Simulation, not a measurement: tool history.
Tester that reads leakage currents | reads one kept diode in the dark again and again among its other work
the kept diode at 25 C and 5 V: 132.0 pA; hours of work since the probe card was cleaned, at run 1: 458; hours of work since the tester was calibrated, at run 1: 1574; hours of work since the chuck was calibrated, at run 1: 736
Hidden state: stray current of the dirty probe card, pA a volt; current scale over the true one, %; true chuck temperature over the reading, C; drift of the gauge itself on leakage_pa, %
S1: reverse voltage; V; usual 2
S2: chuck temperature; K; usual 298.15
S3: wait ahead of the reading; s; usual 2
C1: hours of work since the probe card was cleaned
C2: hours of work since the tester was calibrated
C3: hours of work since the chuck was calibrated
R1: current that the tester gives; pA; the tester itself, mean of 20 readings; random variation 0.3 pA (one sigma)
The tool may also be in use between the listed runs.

| run | hour | S1 | S2 | S3 | C1 | C2 | C3 | R1 |
|---|---|---|---|---|---|---|---|---|
| 1 | 0 | 2 | 298.15 | 2 | 458 | 1574 | 736 | 92.06 |
| 2 | 71.3 | 2 | 298.15 | 2.09 | 511 | 1628 | 789 | 91.83 |
| 3 | 138.5 | 2 | 298.15 | 2.09 | 561 | 1678 | 839 | 92.17 |
| 4 | 233.2 | 2 | 298.15 | 2.09 | 631 | 1748 | 909 | 91.76 |
| 5 | 302.6 | 2 | 298.15 | 2.09 | 683 | 1800 | 961 | 91.11 |
| 6 | 367.5 | 2 | 298.15 | 2.09 | 731 | 1848 | 1009 | 91.22 |
|  | 458.5 | chuck's temperature calibrated |
| 7 | 480.2 | 2 | 298.15 | 2.09 | 814 | 1931 | 16 | 96.33 |
| 8 | 578.1 | 2 | 298.15 | 2.09 | 886 | 2003 | 89 | 95.36 |
| 9 | 668.3 | 1.39 | 298.15 | 2 | 954 | 2071 | 156 | 84.19 |
| 10 | 754 | 1.39 | 298.15 | 2 | 1017 | 2134 | 220 | 83.88 |
| 11 | 837.2 | 1.39 | 298.15 | 2 | 1079 | 2196 | 282 | 83.43 |
| 12 | 894 | 1.39 | 298.15 | 2 | 1122 | 2239 | 324 | 83.45 |
| 13 | 971.5 | 1.39 | 298.15 | 2 | 1179 | 2296 | 382 | 83.06 |
| 14 | 1069.3 | 2 | 298.15 | 1.67 | 1252 | 2369 | 455 | 93.82 |
| 15 | 1190 | 2 | 298.15 | 1.67 | 1342 | 2459 | 545 | 93.16 |
| 16 | 1240.2 | 2 | 298.15 | 1.67 | 1379 | 2496 | 582 | 92.9 |
| 17 | 1338.4 | 2 | 298.15 | 1.67 | 1453 | 2569 | 655 | 92.58 |
|  | 1388.4 | probe card cleaned and baked |
| 18 | 1462.2 | 2 | 298.15 | 1.67 | 55 | 2659 | 745 | 92.12 |
| 19 | 1583.8 | 2 | 298.15 | 1.67 | 145 | 2750 | 836 | 91.61 |
| 20 | 1649.9 | 2.78 | 298.15 | 2 | 195 | 2799 | 885 | 102 |
| 21 | 1713.2 | 2.78 | 298.15 | 2 | 242 | 2846 | 932 | 101.79 |
| 22 | 1794.1 | 14.47 | 295.15 | 2 | 302 | 2907 | 992 | 145.47 |
|  | 1840.7 | probe card cleaned and baked, once more |
| 23 | 1847.2 | 14.47 | 295.15 | 2 | 5 | 2944 | 1029 | 131.57 |
|  | 1915.3 | chuck's temperature calibrated |
| 24 | 1920.9 | 2.78 | 295.15 | 5.77 | 58 | 2997 | 4 | 81.05 |
| 25 | 2020.2 | 2 | 328.15 | 4.46 | 132 | 3071 | 78 | 1092.39 |
| 26 | 2070.3 | 2 | 328.15 | 4.46 | 170 | 3108 | 115 | 1088.49 |
| 27 | 2175.6 | 14.15 | 325.15 | 2 | 248 | 3187 | 194 | 1650.78 |
| 28 | 2240 | 2 | 296.15 | 5.38 | 296 | 3235 | 242 | 78.11 |
| 29 | 2291 | 7.71 | 298.15 | 4.63 | 334 | 3273 | 280 | 147.26 |
| 30 | 2351 | 7.71 | 308.15 | 1.1 | 378 | 3317 | 324 | 347.41 |
| 31 | 2443.2 | 2.05 | 310.15 | 1.44 | 447 | 3386 | 393 | 263.47 |
| 32 | 2503.9 | 2 | 328.15 | 1.92 | 492 | 3431 | 438 | 1064.62 |
| 33 | 2586.9 | 2 | 328.15 | 1.92 | 554 | 3493 | 500 | 1058.75 |
| 34 | 2703.1 | 3.81 | 299.15 | 2.16 | 641 | 3580 | 587 | 125.23 |
|  | 2748.5 | tester calibrated |
| 35 | 2786.5 | 8.29 | 325.15 | 4.15 | 701 | 28 | 647 | 1379.86 |
| 36 | 2873.4 | 6.26 | 298.15 | 1.72 | 766 | 93 | 712 | 138.77 |
| 37 | 2986.2 | 9.05 | 298.15 | 0.51 | 850 | 177 | 796 | 162.64 |
| 38 | 3046.4 | 15.48 | 329.15 | 2 | 895 | 222 | 841 | 2269.45 |
| 39 | 3104.8 | 15.48 | 329.15 | 2.88 | 938 | 265 | 884 | 2269.23 |

How the hidden state differs across the entries between the runs, from the last listed run before each to the first after it:
Between runs 6 and 7: chuck's temperature calibrated (hour 458.5)
  stray current of the dirty probe card, pA a volt: 0.352 -> 0.388; current scale over the true one, %: -1.62 -> -1.68; true chuck temperature over the reading, C: -0.76 -> -0.11
  measured less the result without the state, R1: -7.27 -> -1.91 pA
Between runs 17 and 18: probe card cleaned and baked (hour 1388.4)
  stray current of the dirty probe card, pA a volt: 0.659 -> 0.926; current scale over the true one, %: -2.22 -> -2.3; true chuck temperature over the reading, C: -0.6 -> -0.67
  measured less the result without the state, R1: -5.98 -> -6.07 pA
Between runs 22 and 23: probe card cleaned and baked, once more (hour 1840.7)
  stray current of the dirty probe card, pA a volt: 1.029 -> 0.024; current scale over the true one, %: -2.5 -> -2.54; true chuck temperature over the reading, C: -0.86 -> -0.89
  measured less the result without the state, R1: +0.01 -> -14.56 pA
Between runs 23 and 24: chuck's temperature calibrated (hour 1915.3)
  stray current of the dirty probe card, pA a volt: 0.024 -> 0.048; current scale over the true one, %: -2.54 -> -2.58; true chuck temperature over the reading, C: -0.89 -> -0.02
  measured less the result without the state, R1: -14.56 -> -2.23 pA
Between runs 34 and 35: tester calibrated (hour 2748.5)
  stray current of the dirty probe card, pA a volt: 0.293 -> 0.316; current scale over the true one, %: -3.07 -> -0.06; true chuck temperature over the reading, C: -0.47 -> -0.51
  measured less the result without the state, R1: -8.33 -> -52.62 pA
